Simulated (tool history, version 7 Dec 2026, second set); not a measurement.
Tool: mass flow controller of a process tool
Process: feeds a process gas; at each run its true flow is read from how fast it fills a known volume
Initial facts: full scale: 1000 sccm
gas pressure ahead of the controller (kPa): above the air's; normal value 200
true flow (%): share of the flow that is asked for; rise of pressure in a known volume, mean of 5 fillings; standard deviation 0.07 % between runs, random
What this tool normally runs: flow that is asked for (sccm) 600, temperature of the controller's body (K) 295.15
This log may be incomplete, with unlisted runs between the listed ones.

| run | day | flow that is asked for (sccm) | gas pressure ahead of the controller (kPa) | temperature of the controller's body (K) | true flow (%) |
|---|---|---|---|---|---|
| 1 | 0 | 600 | 200 | 295.15 | 98.81 |
| 2 | 2.879 | 600 | 200 | 295.15 | 98.92 |
| 3 | 4.408 | 600 | 200 | 295.15 | 98.79 |
| 4 | 6.4 | 600 | 269 | 295.15 | 99.21 |
| 5 | 8.358 | 600 | 269 | 295.15 | 99.17 |
| 6 | 9.742 | 600 | 269 | 295.15 | 99.24 |
| 7 | 12.492 | 600 | 228 | 295.15 | 98.95 |
| 8 | 14.575 | 600 | 200 | 295.15 | 98.63 |
| 9 | 17.888 | 600 | 200 | 295.15 | 98.66 |
| 10 | 19.888 | 151 | 219 | 301.15 | 98.11 |
| 11 | 22.404 | 923 | 261 | 294.15 | 99.83 |
| 12 | 23.975 | 923 | 223 | 294.15 | 99.48 |
| 13 | 25.879 | 923 | 223 | 294.15 | 99.47 |
| 14 | 28.858 | 923 | 223 | 294.15 | 99.4 |
| 15 | 31.854 | 102 | 223 | 311.15 | 97.72 |

Predict each of these 5 candidate next runs independently; none follows another, all start after run 15:
| A | 33.196 | 397 | 200 | 309.15 | ? |
| B | 33.196 | 102 | 223 | 312.15 | ? |
| C | 33.196 | 464 | 190 | 310.15 | ? |
| D | 33.196 | 253 | 215 | 311.15 | ? |
| E | 33.196 | 692 | 184 | 311.15 | ? |

| run | true flow (%) |
|---|---|
| A | 97.2 |
| B | 97.71 |
| C | 97.31 |
| D | 97.24 |
| E | 97.62 |
Without the tool's unlogged condition, the same runs would have read:
| run | true flow (%) |
|---|---|
| A | 97.85 |
| B | 97.31 |
| C | 98.03 |
| D | 97.69 |
| E | 98.43 |
